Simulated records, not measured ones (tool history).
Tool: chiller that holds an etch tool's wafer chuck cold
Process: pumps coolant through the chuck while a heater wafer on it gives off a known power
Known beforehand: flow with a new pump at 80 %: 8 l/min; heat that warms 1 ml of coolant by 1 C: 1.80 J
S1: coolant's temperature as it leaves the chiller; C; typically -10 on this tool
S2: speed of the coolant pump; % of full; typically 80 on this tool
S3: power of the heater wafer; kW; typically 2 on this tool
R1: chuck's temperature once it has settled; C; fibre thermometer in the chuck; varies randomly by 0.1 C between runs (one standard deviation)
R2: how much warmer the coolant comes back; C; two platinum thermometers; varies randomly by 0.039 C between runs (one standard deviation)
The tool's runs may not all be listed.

{"run": 1, "day": 0.0, "S1": -10, "S2": 80, "S3": 2, "R1": 9.5, "R2": 8.35}
{"run": 2, "day": 4.846, "S1": -10, "S2": 80, "S3": 2, "R1": 9.2, "R2": 8.35}
{"run": 3, "day": 7.338, "S1": -10, "S2": 80, "S3": 2, "R1": 9.3, "R2": 8.37}
{"run": 4, "day": 12.283, "S1": -10, "S2": 80, "S3": 2, "R1": 9.2, "R2": 8.38}
{"run": 5, "day": 16.75, "S1": -10, "S2": 80, "S3": 2, "R1": 9.5, "R2": 8.36}
{"run": 6, "day": 20.042, "S1": -10, "S2": 80, "S3": 2, "R1": 9.4, "R2": 8.35}
{"run": 7, "day": 23.517, "S1": -10, "S2": 80, "S3": 2, "R1": 9.4, "R2": 8.36}
{"run": 8, "day": 27.667, "S1": -10, "S2": 80, "S3": 2, "R1": 9.6, "R2": 8.31}
{"day": 31.004, "done": "coolant changed, channels flushed"}
{"run": 9, "day": 31.558, "S1": -10, "S2": 80, "S3": 2, "R1": 9.3, "R2": 8.3}
{"run": 10, "day": 34.879, "S1": -10, "S2": 80, "S3": 2.467, "R1": 13.8, "R2": 10.3}
{"run": 11, "day": 39.9, "S1": -8, "S2": 80, "S3": 2, "R1": 11.6, "R2": 8.37}
{"run": 12, "day": 42.646, "S1": -16, "S2": 79, "S3": 1.327, "R1": -3.2, "R2": 5.59}
{"run": 13, "day": 47.583, "S1": -3, "S2": 79, "S3": 1.001, "R1": 6.9, "R2": 4.25}
{"run": 14, "day": 52.554, "S1": -10, "S2": 69, "S3": 2.646, "R1": 18.9, "R2": 12.75}
{"run": 15, "day": 55.929, "S1": -10, "S2": 69, "S3": 2.646, "R1": 18.5, "R2": 12.72}
{"run": 16, "day": 60.708, "S1": -10, "S2": 82, "S3": 2.896, "R1": 17.5, "R2": 11.74}
{"run": 17, "day": 65.592, "S1": -10, "S2": 82, "S3": 2.896, "R1": 17.6, "R2": 11.78}
{"run": 18, "day": 69.383, "S1": -16, "S2": 84, "S3": 1.814, "R1": 0.9, "R2": 7.2}
{"run": 19, "day": 74.325, "S1": -16, "S2": 84, "S3": 1.814, "R1": 1, "R2": 7.21}
{"run": 20, "day": 77.15, "S1": -16, "S2": 63, "S3": 1.724, "R1": 4, "R2": 9.14}
{"run": 21, "day": 79.5, "S1": -7, "S2": 72, "S3": 1.724, "R1": 11.2, "R2": 7.97}

Predict the results of run 22:
{"run": 22, "day": 82.392, "S1": -2, "S2": 72, "S3": 1.724, "R1": "?", "R2": "?"}

Run 22 yielded R1 16 C, R2 7.99 C.
With the hidden condition absent and the run-to-run variation left alone, this run would have shown R1 16 C, R2 7.98 C.

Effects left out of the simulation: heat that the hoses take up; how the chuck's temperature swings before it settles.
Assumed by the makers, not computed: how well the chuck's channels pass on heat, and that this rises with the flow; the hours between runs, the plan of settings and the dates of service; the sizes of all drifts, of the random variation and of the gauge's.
